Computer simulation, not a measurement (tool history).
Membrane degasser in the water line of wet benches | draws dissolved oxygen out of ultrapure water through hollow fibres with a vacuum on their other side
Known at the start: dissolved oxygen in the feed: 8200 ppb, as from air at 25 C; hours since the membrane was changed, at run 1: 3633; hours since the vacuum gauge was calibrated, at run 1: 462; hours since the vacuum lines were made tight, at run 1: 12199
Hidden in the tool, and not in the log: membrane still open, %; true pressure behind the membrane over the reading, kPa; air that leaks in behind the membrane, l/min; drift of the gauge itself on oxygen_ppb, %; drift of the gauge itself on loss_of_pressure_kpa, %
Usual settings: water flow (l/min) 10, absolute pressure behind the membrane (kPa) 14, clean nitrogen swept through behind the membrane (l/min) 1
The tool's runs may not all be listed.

run	hour	water flow (l/min)	absolute pressure behind the membrane (kPa)	clean nitrogen swept through behind the membrane (l/min)	hours since the membrane was changed	hours since the vacuum gauge was calibrated	hours since the vacuum lines were made tight	dissolved oxygen in the water behind the degasser (ppb)	pressure that the water loses in the fibres (kPa)
1	0	10	14	1	3633	462	12199	283.5	44.21
2	108.7	10	14	1	3742	571	12307	283.7	44.25
3	160.2	10	14	1	3793	622	12359	284.2	44.65
4	223.3	10	14	1	3857	685	12422	285.2	44.34
5	334.8	10	14	1	3968	797	12534	283.8	44.33
6	445	6	14	1	4078	907	12644	180.1	26.71
7	557.9	10	14	1	4191	1020	12757	285.5	44.18
8	620.5	10	14.8	1	4254	1083	12819	304.9	44.54
# hour 706.5: seals of the vacuum lines changed
9	719.4	10	14	1	4351	1179	13	268.9	44.36
10	780	10	14	1	4411	1240	74	268.3	44.56
# hour 788.9: vacuum gauge calibrated
11	876.8	10	14	1	4508	88	170	270.5	44.51
12	927.8	10	16.5	1	4559	139	221	323.3	44.17
13	993.8	10	16.5	1	4625	205	287	326.7	44.45
14	1098.2	10	14	1	4729	309	391	273.1	44.71
15	1150.6	10	14	1	4781	362	444	272.3	44.62
16	1241.6	10	14	1	4872	453	535	269.6	44.49
# hour 1294.6: vacuum gauge calibrated, once more
17	1329.3	9	9	2.99	4960	35	622	58.3	40.14
18	1436.2	8	11.4	1.19	5066	142	729	141.3	35.45
19	1483.6	10	10.9	2.37	5114	189	776	99.4	44.42
20	1536	10	10.9	2.37	5166	241	828	99.5	44.57
21	1596.9	10	10.9	2.37	5227	302	889	99.6	44.96
22	1648.4	15	10.9	2.37	5279	354	941	176.5	66.91
23	1762.7	15	10.9	2.37	5393	468	1055	173.7	66.97
24	1873.2	15	10.9	2.37	5503	579	1166	174	67.55
25	1982.1	7	22.9	1	5612	687	1275	328.6	31.44
26	2080.3	7	22.9	2.02	5710	786	1373	174.3	31.37
27	2155.5	11	9.7	1	5786	861	1448	191.1	49.53

Hidden state or all else? Some run-to-run changes of dissolved oxygen in the water behind the degasser (ppb), split into what the settings, what came in and random variation would give without the hidden state, and what is left for the hidden state (with any gauge scatter that isn't in both results):
Run 8 -> 9: absolute pressure behind the membrane (kPa) 14.8 -> 14, seals of the vacuum lines changed. dissolved oxygen in the water behind the degasser (ppb) -36: hidden state -17.1, all else -18.9.
Run 16 -> 17: water flow (l/min) 10 -> 9, absolute pressure behind the membrane (kPa) 14 -> 9, clean nitrogen swept through behind the membrane (l/min) 1 -> 2.99, vacuum gauge calibrated, once more. dissolved oxygen in the water behind the degasser (ppb) -211.3: hidden state -2.4, all else -208.9.
Run 21 -> 22: water flow (l/min) 10 -> 15. dissolved oxygen in the water behind the degasser (ppb) +76.9: hidden state +4.1, all else +72.8.
Run 24 -> 25: water flow (l/min) 15 -> 7, absolute pressure behind the membrane (kPa) 10.9 -> 22.9, clean nitrogen swept through behind the membrane (l/min) 2.37 -> 1. dissolved oxygen in the water behind the degasser (ppb) +154.6: hidden state -3.7, all else +158.3.
